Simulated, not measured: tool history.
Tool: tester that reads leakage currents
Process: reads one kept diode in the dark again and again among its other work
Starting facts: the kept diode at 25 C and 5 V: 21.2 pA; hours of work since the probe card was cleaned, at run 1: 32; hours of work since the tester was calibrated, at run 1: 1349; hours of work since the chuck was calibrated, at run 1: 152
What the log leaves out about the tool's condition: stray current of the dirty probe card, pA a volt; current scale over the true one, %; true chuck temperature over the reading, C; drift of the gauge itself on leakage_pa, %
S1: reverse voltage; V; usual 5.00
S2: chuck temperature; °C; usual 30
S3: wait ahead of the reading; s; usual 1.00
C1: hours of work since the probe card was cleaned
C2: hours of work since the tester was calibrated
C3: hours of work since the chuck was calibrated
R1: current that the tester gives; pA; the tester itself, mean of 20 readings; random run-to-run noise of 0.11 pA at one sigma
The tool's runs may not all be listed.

run 1 hour=0.0 | S1=5.00 S2=30 S3=1.00 | C1=32 C2=1349 C3=152 | R1=31.25
run 2 hour=129.1 | S1=5.00 S2=30 S3=1.00 | C1=92 C2=1409 C3=212 | R1=31.32
run 3 hour=235.0 | S1=5.00 S2=30 S3=1.67 | C1=141 C2=1458 C3=262 | R1=30.94
run 4 hour=336.5 | S1=5.00 S2=30 S3=1.00 | C1=189 C2=1506 C3=309 | R1=31.36
run 5 hour=514.6 | S1=5.00 S2=30 S3=6.67 | C1=271 C2=1588 C3=392 | R1=31.23
run 6 hour=708.6 | S1=5.00 S2=30 S3=6.67 | C1=362 C2=1679 C3=482 | R1=30.94
-- hour=791.4 chuck's temperature calibrated
run 7 hour=874.4 | S1=5.00 S2=30 S3=1.00 | C1=438 C2=1755 C3=39 | R1=31.27
run 8 hour=984.7 | S1=8.62 S2=30 S3=1.00 | C1=489 C2=1806 C3=90 | R1=41.89
run 9 hour=1073.6 | S1=8.62 S2=30 S3=1.00 | C1=531 C2=1848 C3=131 | R1=41.98
run 10 hour=1162.5 | S1=5.00 S2=30 S3=1.00 | C1=572 C2=1889 C3=173 | R1=31.28
run 11 hour=1333.6 | S1=5.00 S2=30 S3=1.00 | C1=651 C2=1968 C3=252 | R1=31.56
run 12 hour=1506.9 | S1=5.00 S2=30 S3=1.00 | C1=732 C2=2049 C3=333 | R1=31.20
run 13 hour=1599.2 | S1=10.38 S2=30 S3=1.00 | C1=775 C2=2092 C3=376 | R1=46.29
run 14 hour=1803.8 | S1=10.38 S2=30 S3=1.00 | C1=870 C2=2187 C3=471 | R1=46.34
run 15 hour=1898.0 | S1=5.00 S2=30 S3=2.90 | C1=914 C2=2231 C3=515 | R1=31.10
-- hour=1917.7 chuck's temperature calibrated
run 16 hour=2082.6 | S1=5.00 S2=30 S3=2.90 | C1=999 C2=2316 C3=77 | R1=31.12
run 17 hour=2176.1 | S1=5.00 S2=59 S3=1.00 | C1=1042 C2=2359 C3=120 | R1=219.29
run 18 hour=2312.9 | S1=5.00 S2=59 S3=0.47 | C1=1106 C2=2423 C3=184 | R1=220.40
run 19 hour=2459.9 | S1=5.00 S2=59 S3=0.47 | C1=1174 C2=2491 C3=252 | R1=220.87
run 20 hour=2559.9 | S1=5.53 S2=29 S3=0.33 | C1=1221 C2=2538 C3=299 | R1=31.69
run 21 hour=2747.4 | S1=7.34 S2=31 S3=9.60 | C1=1308 C2=2625 C3=386 | R1=40.91
run 22 hour=2855.4 | S1=3.23 S2=30 S3=1.96 | C1=1358 C2=2675 C3=436 | R1=24.64
-- hour=3030.2 chuck's temperature calibrated
run 23 hour=3063.3 | S1=4.35 S2=58 S3=8.24 | C1=1454 C2=2771 C3=15 | R1=191.62
run 24 hour=3199.1 | S1=4.35 S2=58 S3=8.24 | C1=1517 C2=2834 C3=79 | R1=191.94
run 25 hour=3366.7 | S1=4.35 S2=58 S3=8.24 | C1=1595 C2=2912 C3=156 | R1=191.29
run 26 hour=3520.1 | S1=7.38 S2=30 S3=1.72 | C1=1666 C2=2983 C3=228 | R1=38.35
run 27 hour=3674.5 | S1=5.00 S2=33 S3=1.08 | C1=1738 C2=3055 C3=300 | R1=38.88
run 28 hour=3808.3 | S1=18.41 S2=30 S3=1.00 | C1=1800 C2=3117 C3=362 | R1=63.05
run 29 hour=3951.6 | S1=8.61 S2=24 S3=0.76 | C1=1867 C2=3184 C3=428 | R1=27.18
run 30 hour=4053.3 | S1=1.10 S2=43 S3=0.76 | C1=1914 C2=3231 C3=476 | R1=35.28
-- hour=4143.6 chuck's temperature calibrated
run 31 hour=4156.6 | S1=14.39 S2=59 S3=1.18 | C1=1961 C2=3278 C3=6 | R1=382.60
run 32 hour=4308.0 | S1=14.39 S2=31 S3=1.18 | C1=2032 C2=3349 C3=76 | R1=59.23
run 33 hour=4432.7 | S1=5.00 S2=30 S3=0.66 | C1=2090 C2=3407 C3=134 | R1=31.72
run 34 hour=4591.5 | S1=6.90 S2=30 S3=0.60 | C1=2164 C2=3481 C3=208 | R1=37.61
run 35 hour=4719.9 | S1=5.00 S2=32 S3=3.68 | C1=2223 C2=3540 C3=268 | R1=35.98

Below are 4 alternative next runs, each starting from the tool's condition after run 35. Predict each:
run A hour=4932.9 | S1=1.81 S2=32 S3=1.17 | C1=2322 C2=3639 C3=367 | R1=?
run B hour=4932.9 | S1=6.74 S2=42 S3=0.68 | C1=2322 C2=3639 C3=367 | R1=?
run C hour=4932.9 | S1=5.00 S2=23 S3=3.68 | C1=2322 C2=3639 C3=367 | R1=?
run D hour=4932.9 | S1=5.78 S2=26 S3=0.48 | C1=2322 C2=3639 C3=367 | R1=?

run=A R1=21.21
run=B R1=86.04
run=C R1=18.30
run=D R1=25.64
What these runs would have given with no unlogged condition in the tool:
run=A R1=21.20
run=B R1=86.02
run=C R1=18.28
run=D R1=25.61
